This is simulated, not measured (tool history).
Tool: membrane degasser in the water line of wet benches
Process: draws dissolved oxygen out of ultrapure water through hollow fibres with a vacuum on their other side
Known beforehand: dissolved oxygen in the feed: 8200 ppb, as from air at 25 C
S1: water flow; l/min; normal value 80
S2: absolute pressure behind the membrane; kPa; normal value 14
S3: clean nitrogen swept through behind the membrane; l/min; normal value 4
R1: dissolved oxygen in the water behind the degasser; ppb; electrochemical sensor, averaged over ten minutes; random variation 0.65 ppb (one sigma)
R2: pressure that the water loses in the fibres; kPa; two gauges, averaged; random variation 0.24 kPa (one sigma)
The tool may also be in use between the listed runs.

run	hour	S1	S2	S3	R1	R2
1	0	80	14	4	464.6	64.34
2	194.7	80	14	4	465.5	64.07
3	336.1	80	14	4	464.7	64.12
4	549.7	80	14	8.01	254.3	64.06
5	758.8	80	14	2.06	789.9	64.32
# hour 773: vacuum gauge calibrated
6	866.9	80	14	4.2	447.8	64.27
7	1065.5	80	12.7	4	415.3	65.26
8	1222.4	80	12.7	4	413.3	64.3
9	1329.5	82	14	1.75	910.1	66.13
# hour 1448.8: vacuum gauge calibrated, once more
10	1527.5	69	8.7	8.17	111.6	55.44

Predict the results of run 11:
11	1649	61	15.9	3.79	?	?

R1: 444.3 ppb
R2: 49.65 kPa
With no hidden state in the tool, this same run would have given R1 444.1 ppb, R2 48.89 kPa.

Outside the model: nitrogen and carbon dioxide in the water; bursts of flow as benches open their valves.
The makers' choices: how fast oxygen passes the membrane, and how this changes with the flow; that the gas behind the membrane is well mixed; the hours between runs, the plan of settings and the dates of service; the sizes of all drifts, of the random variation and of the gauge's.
